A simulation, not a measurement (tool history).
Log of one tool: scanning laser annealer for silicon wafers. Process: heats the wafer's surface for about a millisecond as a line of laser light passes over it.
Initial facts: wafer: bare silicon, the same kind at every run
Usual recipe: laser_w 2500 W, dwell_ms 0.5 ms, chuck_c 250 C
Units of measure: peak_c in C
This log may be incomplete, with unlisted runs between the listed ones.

run 1 hour=0 | laser_w=2500 dwell_ms=0.5 chuck_c=250 | peak_c=954
run 2 hour=15.9 | laser_w=2500 dwell_ms=0.5 chuck_c=250 | peak_c=954
run 3 hour=28.5 | laser_w=2500 dwell_ms=0.5 chuck_c=250 | peak_c=951
run 4 hour=48.6 | laser_w=2500 dwell_ms=0.5 chuck_c=250 | peak_c=954
run 5 hour=62 | laser_w=2500 dwell_ms=0.5 chuck_c=250 | peak_c=950
run 6 hour=79.5 | laser_w=2727 dwell_ms=0.49 chuck_c=233 | peak_c=997
run 7 hour=89.1 | laser_w=2287 dwell_ms=0.577 chuck_c=277 | peak_c=962
run 8 hour=106.7 | laser_w=2182 dwell_ms=0.601 chuck_c=277 | peak_c=942

What does the tool deliver on the next run?
run 9 hour=125.7 | laser_w=2500 dwell_ms=0.502 chuck_c=250 | peak_c=?

peak_c: 954 C
On a tool with no hidden condition, and with the same random variation, this run would have come out at peak_c 955 C.
